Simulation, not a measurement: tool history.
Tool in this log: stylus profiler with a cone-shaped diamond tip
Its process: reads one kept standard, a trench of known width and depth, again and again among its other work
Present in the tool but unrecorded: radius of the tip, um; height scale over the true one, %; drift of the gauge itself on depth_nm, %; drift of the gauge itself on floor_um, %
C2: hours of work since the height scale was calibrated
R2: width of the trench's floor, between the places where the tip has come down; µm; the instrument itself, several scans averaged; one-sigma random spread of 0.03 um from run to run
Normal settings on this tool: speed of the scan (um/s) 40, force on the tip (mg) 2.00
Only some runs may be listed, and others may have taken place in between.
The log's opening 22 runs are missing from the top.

run 23 day=54.962 | speed_of_the_scan_(um/s)=40 force_on_the_tip_(mg)=5.89 | scans_with_this_tip=13242 C2=1113 | depth_of_the_trench_(Å)=1018.4 R2=98.12
run 24 day=56.617 | speed_of_the_scan_(um/s)=40 force_on_the_tip_(mg)=5.89 | scans_with_this_tip=13509 C2=1135 | depth_of_the_trench_(Å)=1018.7 R2=98.04
run 25 day=59.312 | speed_of_the_scan_(um/s)=150 force_on_the_tip_(mg)=5.60 | scans_with_this_tip=13946 C2=1172 | depth_of_the_trench_(Å)=1018.0 R2=97.76
run 26 day=60.671 | speed_of_the_scan_(um/s)=15 force_on_the_tip_(mg)=0.74 | scans_with_this_tip=14166 C2=1190 | depth_of_the_trench_(Å)=1007.6 R2=98.07
run 27 day=62.517 | speed_of_the_scan_(um/s)=15 force_on_the_tip_(mg)=0.74 | scans_with_this_tip=14465 C2=1216 | depth_of_the_trench_(Å)=1008.0 R2=98.02
run 28 day=65.029 | speed_of_the_scan_(um/s)=15 force_on_the_tip_(mg)=0.74 | scans_with_this_tip=14871 C2=1250 | depth_of_the_trench_(Å)=1008.2 R2=98.00
run 29 day=67.492 | speed_of_the_scan_(um/s)=15 force_on_the_tip_(mg)=0.74 | scans_with_this_tip=15270 C2=1283 | depth_of_the_trench_(Å)=1007.6 R2=98.00
run 30 day=69.096 | speed_of_the_scan_(um/s)=34 force_on_the_tip_(mg)=5.11 | scans_with_this_tip=15529 C2=1305 | depth_of_the_trench_(Å)=1017.4 R2=98.03
run 31 day=70.875 | speed_of_the_scan_(um/s)=53 force_on_the_tip_(mg)=1.92 | scans_with_this_tip=15818 C2=1329 | depth_of_the_trench_(Å)=1011.0 R2=97.79
run 32 day=73.067 | speed_of_the_scan_(um/s)=11 force_on_the_tip_(mg)=1.15 | scans_with_this_tip=16172 C2=1359 | depth_of_the_trench_(Å)=1009.4 R2=98.01
run 33 day=75.775 | speed_of_the_scan_(um/s)=98 force_on_the_tip_(mg)=2.90 | scans_with_this_tip=16611 C2=1396 | depth_of_the_trench_(Å)=1013.6 R2=97.71
run 34 day=78.467 | speed_of_the_scan_(um/s)=90 force_on_the_tip_(mg)=3.88 | scans_with_this_tip=17046 C2=1433 | depth_of_the_trench_(Å)=1016.1 R2=97.75
run 35 day=80.475 | speed_of_the_scan_(um/s)=67 force_on_the_tip_(mg)=3.93 | scans_with_this_tip=17372 C2=1460 | depth_of_the_trench_(Å)=1015.4 R2=97.83
run 36 day=83.846 | speed_of_the_scan_(um/s)=64 force_on_the_tip_(mg)=5.66 | scans_with_this_tip=17918 C2=1506 | depth_of_the_trench_(Å)=1020.4 R2=97.86
run 37 day=85.329 | speed_of_the_scan_(um/s)=20 force_on_the_tip_(mg)=1.88 | scans_with_this_tip=18158 C2=1526 | depth_of_the_trench_(Å)=1012.1 R2=97.93
run 38 day=87.650 | speed_of_the_scan_(um/s)=30 force_on_the_tip_(mg)=1.88 | scans_with_this_tip=18533 C2=1558 | depth_of_the_trench_(Å)=1012.8 R2=97.83
run 39 day=89.471 | speed_of_the_scan_(um/s)=118 force_on_the_tip_(mg)=1.04 | scans_with_this_tip=18828 C2=1582 | depth_of_the_trench_(Å)=1009.5 R2=97.31
run 40 day=91.479 | speed_of_the_scan_(um/s)=16 force_on_the_tip_(mg)=1.04 | scans_with_this_tip=19153 C2=1610 | depth_of_the_trench_(Å)=1009.4 R2=97.91

What does the tool deliver on the next run?
run 41 day=93.208 | speed_of_the_scan_(um/s)=16 force_on_the_tip_(mg)=1.04 | scans_with_this_tip=19433 C2=1633 | depth_of_the_trench_(Å)=? R2=?

{"run 41": {"depth of the trench (Å)": 1009.3, "R2": 97.89}}
Without the tool's hidden state the same run would have given depth of the trench (Å) 1004.7, R2 98.48 µm.
